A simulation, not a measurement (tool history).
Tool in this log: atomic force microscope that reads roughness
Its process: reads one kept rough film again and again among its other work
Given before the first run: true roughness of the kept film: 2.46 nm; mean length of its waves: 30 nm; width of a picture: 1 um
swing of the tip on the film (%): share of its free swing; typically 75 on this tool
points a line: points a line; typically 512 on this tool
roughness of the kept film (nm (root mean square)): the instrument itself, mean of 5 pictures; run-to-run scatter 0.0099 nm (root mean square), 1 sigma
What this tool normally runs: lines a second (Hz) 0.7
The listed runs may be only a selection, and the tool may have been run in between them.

run    day  lines a second (Hz)  swing of the tip on the film (%)  points a line  roughness of the kept film (nm (root mean square))
  1      0                  0.7                                75            512                                               2.168
  2  0.454                  0.7                                75            512                                               2.138
  3  0.792                  0.7                                75            512                                               2.139
  4  1.133                  0.7                                75            512                                               2.099
  5  1.492                  0.7                                75            512                                               2.094
     1.717  -- new tip fitted
  6  1.821                  0.7                                75            512                                               2.225
  7  2.112                  0.7                                75            512                                               2.208
  8  2.396                  0.7                                75            512                                               2.204
  9  2.621                  0.7                                75            512                                                2.19
 10  2.896                  0.7                                75            512                                                2.18
 11  3.104                  0.7                                75            512                                               2.149
 12  3.454                  0.7                                75            512                                               2.159
 13  3.654                  0.7                                75            512                                               2.166
 14  3.912                  0.7                                75            512                                               2.117
 15  4.125                0.956                                75            902                                               2.108
 16  4.538                0.956                                75            902                                               2.083
 17    4.9                1.852                                88            293                                                1.83
     5.017  -- new tip fitted
 18  5.321                1.852                                88            293                                               1.962
     5.396  -- height scale calibrated on a step standard
 19  5.779                1.852                                88            293                                                1.94
 20      6                1.852                                80            551                                                2.05
 21  6.429                1.852                                80            284                                                2.01
 22  6.642                1.852                                80            284                                                1.98
 23  6.862                1.852                                80            284                                               1.984
 24  7.167                1.852                                80            284                                               1.974
     7.242  -- height scale calibrated on a step standard, once more
 25  7.621                3.696                                56            394                                               2.083
 26  7.833                3.696                                56            394                                               2.075
 27  8.275                0.633                                83            527                                               2.094

Run 28 is up next; what results do you expect?
     8.429  -- new tip fitted
 28  8.521                0.711                                61            313                                                   ?

roughness of the kept film (nm (root mean square)): 2.266
Take away the tool's hidden state, keep the run-to-run variation as it was, and the same run would have given roughness of the kept film (nm (root mean square)) 2.269.
